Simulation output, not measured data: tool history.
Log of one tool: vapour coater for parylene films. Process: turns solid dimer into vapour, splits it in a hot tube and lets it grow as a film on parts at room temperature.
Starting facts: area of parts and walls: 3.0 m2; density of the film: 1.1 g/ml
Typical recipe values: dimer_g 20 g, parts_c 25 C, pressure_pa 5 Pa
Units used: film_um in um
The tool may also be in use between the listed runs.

run 1 hour=0 | dimer_g=20 parts_c=25 pressure_pa=5 | film_um=4.28
run 2 hour=61.1 | dimer_g=22 parts_c=25 pressure_pa=5 | film_um=4.54
run 3 hour=141 | dimer_g=20 parts_c=25 pressure_pa=5 | film_um=3.99
run 4 hour=217.5 | dimer_g=20 parts_c=25 pressure_pa=5 | film_um=3.86
run 5 hour=284.4 | dimer_g=20 parts_c=25 pressure_pa=5 | film_um=3.79
run 6 hour=319.7 | dimer_g=20 parts_c=25 pressure_pa=5 | film_um=3.8
run 7 hour=389.5 | dimer_g=20 parts_c=25 pressure_pa=5 | film_um=3.7
run 8 hour=455.8 | dimer_g=20 parts_c=25 pressure_pa=5 | film_um=3.65
-- hour=481.3 trap's valve overhauled
run 9 hour=522.4 | dimer_g=20 parts_c=25 pressure_pa=5 | film_um=4.12
run 10 hour=565.9 | dimer_g=20 parts_c=25 pressure_pa=5 | film_um=4.03
run 11 hour=619.6 | dimer_g=23 parts_c=25 pressure_pa=5 | film_um=4.6
-- hour=627.9 table's thermometer calibrated
run 12 hour=671.5 | dimer_g=23 parts_c=25 pressure_pa=5 | film_um=4.73
run 13 hour=744.2 | dimer_g=10 parts_c=25 pressure_pa=5 | film_um=1.98
run 14 hour=787 | dimer_g=10 parts_c=25 pressure_pa=5 | film_um=1.93
run 15 hour=860.3 | dimer_g=20 parts_c=25 pressure_pa=5 | film_um=3.85
run 16 hour=904.5 | dimer_g=20 parts_c=25 pressure_pa=5 | film_um=3.81
run 17 hour=948.8 | dimer_g=20 parts_c=25 pressure_pa=5 | film_um=3.73
-- hour=961.7 trap's valve overhauled
run 18 hour=993.6 | dimer_g=20 parts_c=25 pressure_pa=4.57 | film_um=4.25
run 19 hour=1028.2 | dimer_g=20 parts_c=25 pressure_pa=4.57 | film_um=4.2
run 20 hour=1081.1 | dimer_g=20 parts_c=25 pressure_pa=4.57 | film_um=4.22
run 21 hour=1150.2 | dimer_g=20 parts_c=25 pressure_pa=4.57 | film_um=4.13
run 22 hour=1191.8 | dimer_g=20 parts_c=25 pressure_pa=3.29 | film_um=4.21
run 23 hour=1235.3 | dimer_g=33 parts_c=25 pressure_pa=3.29 | film_um=6.87
run 24 hour=1313.2 | dimer_g=20 parts_c=29 pressure_pa=3.49 | film_um=3.31
run 25 hour=1363 | dimer_g=20 parts_c=25 pressure_pa=2.84 | film_um=4.05
run 26 hour=1411 | dimer_g=20 parts_c=25 pressure_pa=3.77 | film_um=3.86
-- hour=1440.4 trap's valve overhauled
run 27 hour=1480.8 | dimer_g=17 parts_c=24 pressure_pa=3.54 | film_um=3.95
run 28 hour=1564.6 | dimer_g=17 parts_c=24 pressure_pa=3.54 | film_um=3.75
run 29 hour=1618.8 | dimer_g=20 parts_c=26 pressure_pa=10.12 | film_um=3.47
run 30 hour=1674 | dimer_g=20 parts_c=28 pressure_pa=10.12 | film_um=3.04
run 31 hour=1740.2 | dimer_g=20 parts_c=19 pressure_pa=9.56 | film_um=4.71
run 32 hour=1810.3 | dimer_g=13 parts_c=20 pressure_pa=7.97 | film_um=2.92
run 33 hour=1888.3 | dimer_g=20 parts_c=25 pressure_pa=2.73 | film_um=3.93
-- hour=1921 trap's valve overhauled
run 34 hour=1969.3 | dimer_g=20 parts_c=25 pressure_pa=2.73 | film_um=4.35
run 35 hour=2031.9 | dimer_g=26 parts_c=18 pressure_pa=3.92 | film_um=7.41
run 36 hour=2108.8 | dimer_g=20 parts_c=18 pressure_pa=5.44 | film_um=5.39
run 37 hour=2188.4 | dimer_g=10 parts_c=27 pressure_pa=3.16 | film_um=1.8
run 38 hour=2247.5 | dimer_g=16 parts_c=25 pressure_pa=5 | film_um=3.01
-- hour=2260.3 table's thermometer calibrated
run 39 hour=2318.8 | dimer_g=16 parts_c=25 pressure_pa=5 | film_um=3.08
run 40 hour=2379.8 | dimer_g=16 parts_c=25 pressure_pa=5 | film_um=3.09
-- hour=2405.3 trap's valve overhauled
run 41 hour=2454.7 | dimer_g=16 parts_c=25 pressure_pa=5 | film_um=3.37
run 42 hour=2519.5 | dimer_g=16 parts_c=23 pressure_pa=5.15 | film_um=3.69
run 43 hour=2554.5 | dimer_g=13 parts_c=23 pressure_pa=3.11 | film_um=3.15
run 44 hour=2609.9 | dimer_g=9 parts_c=28 pressure_pa=5 | film_um=1.62
run 45 hour=2684.1 | dimer_g=9 parts_c=33 pressure_pa=2.19 | film_um=1.36
run 46 hour=2740.8 | dimer_g=9 parts_c=33 pressure_pa=2.19 | film_um=1.31

3 options for the next run, each taken on its own from the tool as it stands now. Forecast them:
run A hour=2810.6 | dimer_g=20 parts_c=22 pressure_pa=5 | film_um=?
run B hour=2810.6 | dimer_g=16 parts_c=27 pressure_pa=2.41 | film_um=?
run C hour=2810.6 | dimer_g=9 parts_c=25 pressure_pa=5 | film_um=?

run=A film_um=4.4
run=B film_um=2.99
run=C film_um=1.72
Without the tool's unlogged condition, the same runs would have read:
run=A film_um=5.04
run=B film_um=3.43
run=C film_um=1.97

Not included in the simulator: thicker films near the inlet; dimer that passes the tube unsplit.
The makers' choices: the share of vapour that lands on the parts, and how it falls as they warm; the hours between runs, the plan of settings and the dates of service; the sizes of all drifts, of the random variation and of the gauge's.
